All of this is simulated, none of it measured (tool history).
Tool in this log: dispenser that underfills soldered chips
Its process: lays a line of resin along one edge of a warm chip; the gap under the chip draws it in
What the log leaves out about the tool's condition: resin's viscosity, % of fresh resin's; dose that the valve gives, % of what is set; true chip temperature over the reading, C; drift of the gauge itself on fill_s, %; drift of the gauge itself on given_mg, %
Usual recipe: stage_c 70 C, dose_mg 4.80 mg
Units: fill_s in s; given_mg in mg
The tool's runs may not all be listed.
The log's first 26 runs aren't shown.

run	hour	stage_c	dose_mg	hours of work since the syringe was changed	hours of work since the valve was cleaned	hours of work since the stage was calibrated	fill_s	given_mg
27	89.8	73	5.33	5	11	205	31.0	5.24
28	93.4	73	5.33	8	13	207	38.0	5.24
# hour 94.9: new syringe of resin
29	97.6	78	4.13	2	16	210	20.7	4.04
30	102.0	85	5.98	6	20	214	19.9	5.85
31	104.9	67	4.80	8	22	216	49.7	4.80
# hour 106.3: new syringe of resin
32	108.5	67	4.80	2	25	219	30.3	4.70
33	110.6	70	4.25	3	26	220	31.5	4.14
34	115.0	59	4.23	7	30	224	67.1	4.07
# hour 117.7: new syringe of resin
35	119.3	59	4.23	1	33	227	41.0	3.96

4 options for the next run, each taken on its own from the tool as it stands now. Forecast them:
A	122.0	73	4.99	3	35	229	?	?
B	122.0	70	5.01	3	35	229	?	?
C	122.0	55	6.02	3	35	229	?	?
D	122.0	76	5.39	3	35	229	?	?

run	fill_s	given_mg
A	26.8	4.76
B	30.0	4.77
C	57.5	5.76
D	23.2	5.23
Stripped of hidden state, with their random variation kept, the same runs would have yielded:
run	fill_s	given_mg
A	19.9	4.92
B	22.4	4.93
C	42.8	5.95
D	17.3	5.40
